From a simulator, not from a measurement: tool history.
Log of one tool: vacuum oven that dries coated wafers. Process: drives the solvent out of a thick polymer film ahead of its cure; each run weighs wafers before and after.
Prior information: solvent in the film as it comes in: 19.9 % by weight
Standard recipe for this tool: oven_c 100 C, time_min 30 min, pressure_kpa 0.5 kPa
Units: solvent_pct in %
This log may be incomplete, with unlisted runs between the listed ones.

run,hour,oven_c,time_min,pressure_kpa,solvent_pct
1,0,100,30,0.5,3.06
2,122.9,100,30,0.5,3.03
3,219.6,100,30,0.5,3.08
4,271.1,100,30,0.5,3.13
5,374.8,100,30,0.5,3.08
6,437.2,100,30,0.5,3.37
7,507.6,100,30,0.5,3.28
8,599.8,100,30,0.5,3.31
9,655.1,100,16,0.5,6.41
10,738,111,30,0.5,1.1
11,798.3,87,30,0.5,5.75
12,851.4,100,27,0.5,2.77
13,922.1,100,27,0.5,2.79
14,1044.3,100,27,0.5,2.77
15,1103.6,100,30,0.423,2.29
16,1187.5,100,30,0.423,2.37
17,1261,100,30,0.423,2.42
18,1327,114,30,0.423,0.71
19,1436.1,100,30,0.379,2.41
20,1545.4,100,30,0.379,2.48
21,1645.9,100,33,0.5,2.26
22,1720.9,100,30,0.312,2.43
23,1773.4,100,17,0.5,5.43
24,1884.4,114,36,0.965,0.92
25,1980.2,103,36,0.794,1.82
26,2098.6,102,22,0.751,3.99
27,2204.5,102,22,0.751,4
28,2265.9,100,17,0.426,5.75
29,2372.6,100,30,1.652,3.69
30,2480,101,28,0.915,3.33
31,2562.3,94,30,1.087,4.75
32,2613.6,89,30,0.278,5.28
33,2695.3,99,48,0.509,1.57
34,2788,99,48,0.509,1.74
35,2890.2,99,33,0.29,2.71
36,3013.3,114,21,1.132,2.29
37,3067.8,114,43,0.276,0.55
38,3130.3,114,43,0.276,0.67
39,3226.8,111,17,0.276,3.35
40,3299.4,100,35,1.137,2.52
41,3360.7,100,35,1.137,2.58
42,3434.4,110,35,0.871,1.04
43,3544.4,104,17,0.586,4.81
44,3666.6,104,17,0.586,4.83
45,3788.9,104,17,0.586,4.12

Missing from the log above: 5 entries noted between runs. For each, name the pair of listed runs it sits between and say how the tool's hidden condition differs from the listed run just before to the listed run just after:
Logged between run 5 and run 6: vacuum gauge cleaned of residue and calibrated (hour 436.5)
  true wafer temperature over the reading, C: -1.91 -> -1.96; true pressure over the reading, kPa: 0.655 -> 0.875
  what was measured, less what the result would be without the hidden state, solvent_pct: +0.85 -> +1.08 %
Logged between run 9 and run 10: vacuum gauge cleaned of residue and calibrated, once more (hour 704.5)
  true wafer temperature over the reading, C: -2.13 -> -2.19; true pressure over the reading, kPa: 0.933 -> 0.03
  what was measured, less what the result would be without the hidden state, solvent_pct: +1.1 -> +0.21 %
Logged between run 11 and run 12: oven's thermocouples calibrated (hour 851.4)
  true wafer temperature over the reading, C: -2.23 -> -0.29; true pressure over the reading, kPa: 0.045 -> 0.06
  what was measured, less what the result would be without the hidden state, solvent_pct: +0.64 -> +0.1 %
Logged between run 39 and run 40: vacuum gauge cleaned of residue and calibrated (hour 3299.4)
  true wafer temperature over the reading, C: -2.11 -> -2.16; true pressure over the reading, kPa: 0.689 -> 0.014
  what was measured, less what the result would be without the hidden state, solvent_pct: +0.74 -> +0.37 %
Logged between run 44 and run 45: oven's thermocouples calibrated (hour 3690.7)
  true wafer temperature over the reading, C: -2.44 -> 0.34; true pressure over the reading, kPa: 0.111 -> 0.143
  what was measured, less what the result would be without the hidden state, solvent_pct: +0.62 -> +0.01 %
